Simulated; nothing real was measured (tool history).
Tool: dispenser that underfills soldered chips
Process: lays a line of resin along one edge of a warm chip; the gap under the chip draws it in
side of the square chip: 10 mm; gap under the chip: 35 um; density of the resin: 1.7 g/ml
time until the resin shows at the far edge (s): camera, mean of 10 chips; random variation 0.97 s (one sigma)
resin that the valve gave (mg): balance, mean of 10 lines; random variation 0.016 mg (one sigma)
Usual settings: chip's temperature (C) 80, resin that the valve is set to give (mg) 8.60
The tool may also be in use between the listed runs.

run	day	chip's temperature (C)	resin that the valve is set to give (mg)	time until the resin shows at the far edge (s)	resin that the valve gave (mg)
1	0.000	80	8.60	93.5	8.46
2	0.221	80	8.60	133.9	8.46
3	0.400	80	8.60	173.0	8.44
4	0.542	80	8.60	214.3	8.45
# day 0.629: new syringe of resin
# day 0.788: dispensing valve cleaned and set on the balance
5	0.796	80	8.60	111.1	8.59
6	1.025	80	8.24	159.5	8.23
7	1.204	74	8.24	275.4	8.24
# day 1.325: new syringe of resin
8	1.417	80	7.98	108.3	7.97
9	1.608	80	7.98	150.0	7.95
10	1.750	80	7.98	182.2	7.96
# day 1.988: new syringe of resin
11	1.996	80	9.98	93.2	9.90
12	2.188	80	9.98	127.7	9.92
13	2.438	80	10.96	181.6	10.86
14	2.558	80	8.60	224.5	8.48
# day 2.650: new syringe of resin
15	2.838	80	8.60	122.6	8.51
16	3.021	80	8.60	163.8	8.48
17	3.283	80	8.60	246.3	8.48
# day 3.317: new syringe of resin
18	3.512	80	8.60	126.3	8.47
19	3.662	80	8.60	158.4	8.44
20	3.833	78	10.82	219.3	10.64
# day 3.975: new syringe of resin
21	4.058	70	8.94	167.1	8.77
# day 4.325: dispensing valve cleaned and set on the balance
22	4.350	70	8.94	237.2	8.94
23	4.588	70	8.94	344.4	8.95
# day 4.671: new syringe of resin
24	4.821	69	9.86	184.3	9.83
25	5.012	70	7.68	253.7	7.64
26	5.242	70	7.68	350.5	7.63
# day 5.329: new syringe of resin
27	5.467	70	7.68	179.8	7.65
28	5.667	83	9.86	143.3	9.84
29	5.854	80	11.05	207.1	10.95
# day 5.996: new syringe of resin
30	6.121	80	11.05	112.4	10.97
31	6.329	89	9.75	109.8	9.64
32	6.475	89	9.75	137.2	9.66
33	6.625	87	9.56	186.7	9.43
# day 6.658: new syringe of resin
34	6.867	87	9.56	97.6	9.41
35	7.108	92	11.09	116.7	10.92

The same runs without the tool's hidden state, with the same run-to-run variation:
The hidden state here: resin's viscosity, % of fresh resin's; dose that the valve gives, % of what is set; true chip temperature over the reading, C; drift of the gauge itself on fill_s, %; drift of the gauge itself on given_mg, %.
run	time until the resin shows at the far edge (s)	resin that the valve gave (mg)
1	90.9	8.60
2	92.5	8.61
3	91.5	8.59
4	90.6	8.61
5	91.9	8.59
6	92.5	8.24
7	121.8	8.25
8	92.5	7.99
9	96.0	7.99
10	93.5	8.00
11	89.7	9.97
12	91.7	10.00
13	89.2	10.96
14	91.4	8.56
15	91.2	8.61
16	91.8	8.59
17	93.0	8.61
18	92.1	8.61
19	91.8	8.58
20	98.1	10.83
21	140.2	8.94
22	136.2	8.94
23	137.4	8.96
24	143.1	9.85
25	146.9	7.66
26	142.4	7.67
27	140.7	7.69
28	82.6	9.91
29	90.1	11.04
30	89.2	11.08
31	62.9	9.75
32	63.4	9.77
33	68.2	9.55
34	68.5	9.55
35	56.6	11.09
